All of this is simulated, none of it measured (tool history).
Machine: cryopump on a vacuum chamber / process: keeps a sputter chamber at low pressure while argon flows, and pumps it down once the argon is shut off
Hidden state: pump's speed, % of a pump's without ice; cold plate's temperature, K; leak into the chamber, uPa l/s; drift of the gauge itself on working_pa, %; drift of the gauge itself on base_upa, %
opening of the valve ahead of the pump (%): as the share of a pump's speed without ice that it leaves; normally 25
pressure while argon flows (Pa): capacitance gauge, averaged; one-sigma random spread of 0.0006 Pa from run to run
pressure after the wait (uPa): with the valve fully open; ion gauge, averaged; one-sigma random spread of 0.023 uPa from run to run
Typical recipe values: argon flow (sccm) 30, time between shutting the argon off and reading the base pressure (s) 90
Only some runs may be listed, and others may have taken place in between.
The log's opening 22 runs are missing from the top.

| run | hour | argon flow (sccm) | time between shutting the argon off and reading the base pressure (s) | opening of the valve ahead of the pump (%) | hours of work since the pump was warmed up and emptied | hours of work since the cold head was overhauled | hours of work since the chamber's fittings were tightened | pressure while argon flows (Pa) | pressure after the wait (uPa) |
|---|---|---|---|---|---|---|---|---|---|
| 23 | 549.0 | 33 | 73 | 22 | 390 | 390 | 178 | 0.1151 | 1.11 |
| 24 | 564.6 | 20 | 73 | 17 | 396 | 396 | 184 | 0.0909 | 1.13 |
| 25 | 595.0 | 20 | 73 | 17 | 409 | 409 | 196 | 0.0900 | 1.12 |
| 26 | 625.6 | 27 | 43 | 17 | 421 | 421 | 209 | 0.1215 | 1.67 |
| 27 | 641.4 | 30 | 147 | 25 | 427 | 427 | 215 | 0.0932 | 0.71 |
| 28 | 660.7 | 17 | 22 | 22 | 435 | 435 | 223 | 0.0592 | 2.98 |
| 29 | 676.7 | 41 | 150 | 22 | 442 | 442 | 230 | 0.1442 | 0.71 |
| 30 | 694.5 | 41 | 150 | 22 | 449 | 449 | 237 | 0.1432 | 0.70 |
| 31 | 715.3 | 41 | 150 | 22 | 458 | 458 | 245 | 0.1436 | 0.70 |
| 32 | 732.8 | 33 | 150 | 22 | 465 | 465 | 253 | 0.1156 | 0.74 |
| 33 | 753.0 | 32 | 211 | 40 | 473 | 473 | 261 | 0.0624 | 0.58 |

Predict each of these 4 candidate next runs independently; none follows another, all start after run 33:
| A | 778.6 | 51 | 66 | 25 | 483 | 483 | 271 | ? | ? |
| B | 778.6 | 47 | 53 | 31 | 483 | 483 | 271 | ? | ? |
| C | 778.6 | 36 | 68 | 25 | 483 | 483 | 271 | ? | ? |
| D | 778.6 | 30 | 30 | 25 | 483 | 483 | 271 | ? | ? |

| run | pressure while argon flows (Pa) | pressure after the wait (uPa) |
|---|---|---|
| A | 0.1573 | 1.23 |
| B | 0.1180 | 1.48 |
| C | 0.1125 | 1.20 |
| D | 0.0937 | 2.37 |
Stripped of hidden state, with their random variation kept, the same runs would have yielded:
| run | pressure while argon flows (Pa) | pressure after the wait (uPa) |
|---|---|---|
| A | 0.1529 | 1.04 |
| B | 0.1139 | 1.29 |
| C | 0.1094 | 1.01 |
| D | 0.0911 | 2.18 |
